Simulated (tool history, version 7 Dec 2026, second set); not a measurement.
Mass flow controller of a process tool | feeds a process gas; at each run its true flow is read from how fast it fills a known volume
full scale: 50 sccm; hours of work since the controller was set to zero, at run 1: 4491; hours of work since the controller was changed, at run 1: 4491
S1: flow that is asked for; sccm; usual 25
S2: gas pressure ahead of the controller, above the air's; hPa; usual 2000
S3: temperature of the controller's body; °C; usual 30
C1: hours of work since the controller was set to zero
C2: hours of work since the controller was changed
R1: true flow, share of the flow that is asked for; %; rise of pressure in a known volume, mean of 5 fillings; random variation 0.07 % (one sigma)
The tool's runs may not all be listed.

run	day	S1	S2	S3	C1	C2	R1
1	0	25	2000	30	4491	4491	101.89
2	17.458	25	2000	30	4687	4687	101.92
3	35.046	25	2000	30	4885	4885	102.02
4	46.975	25	2000	30	5019	5019	102.14
5	57.396	25	2000	30	5137	5137	102.28
6	73.967	25	2000	30	5323	5323	102.58
7	84.167	25	2000	30	5438	5438	102.52
8	98.417	25	1860	30	5599	5599	102.47
9	113.212	25	1860	30	5765	5765	102.59
10	121.558	25	1860	30	5859	5859	102.71
11	136.888	25	1860	30	6032	6032	102.87
12	146.267	25	2600	30	6137	6137	103.31
# day 152.662: controller's zero set anew
13	164.096	25	2000	30	129	6338	101.44
14	174.179	25	2000	37	242	6451	101.07
15	183.783	25	2000	30	350	6559	101.64
16	194.325	25	2000	30	469	6678	101.65
17	210.404	25	2370	30	650	6859	102.07
18	225.146	25	2370	30	816	7025	102.14
19	237.367	25	2370	30	953	7162	102.14
20	250.158	25	2370	30	1097	7306	102.3
# day 265.671: controller exchanged for a calibrated one
21	266.792	25	1420	30	13	13	98.45
22	279.75	15	2370	20	158	158	99.28
23	294.342	15	2370	20	323	323	99.39
24	309.196	12	1890	24	490	490	99.05
25	319.942	26	1890	24	611	611	99.59
26	334.75	48	1580	22	778	778	100.22
27	343.908	48	1820	22	881	881	100.36
28	361.479	25	2000	25	1078	1078	99.81
29	371.05	13	2240	39	1186	1186	99.1
30	381.042	7	2540	29	1299	1299	100.25
31	394.983	26	1950	35	1456	1456	99.27
32	403.333	16	2690	38	1550	1550	99.63
33	411.479	31	1480	30	1641	1641	99.63
34	420.325	17	1480	25	1741	1741	99.91
35	433.588	16	1480	25	1890	1890	99.93
36	446.817	15	1650	35	2039	2039	99.46
37	462.579	25	2210	38	2216	2216	99.93
38	475.475	25	2210	38	2362	2362	99.8
39	483.042	25	2210	38	2447	2447	99.9
40	495	25	2000	31	2581	2581	100.38
41	506.929	25	2000	31	2716	2716	100.31

Hidden state at the last listed run before each entry between runs and at the first one after, where it differs:
Between runs 12 and 13: controller's zero set anew (day 152.662)
  flow at rest that the sensor doesn't see, % of full scale: 0.774 -> 0.02; true flow over the shown one, %: 2.58 -> 2.66
  measured less the result without the state, R1: +4.12 -> +2.69 %
Between runs 20 and 21: controller exchanged for a calibrated one (day 265.671)
  flow at rest that the sensor doesn't see, % of full scale: 0.142 -> 0.03; true flow over the shown one, %: 3.04 -> -0.06
  measured less the result without the state, R1: +3.32 -> -0.01 %
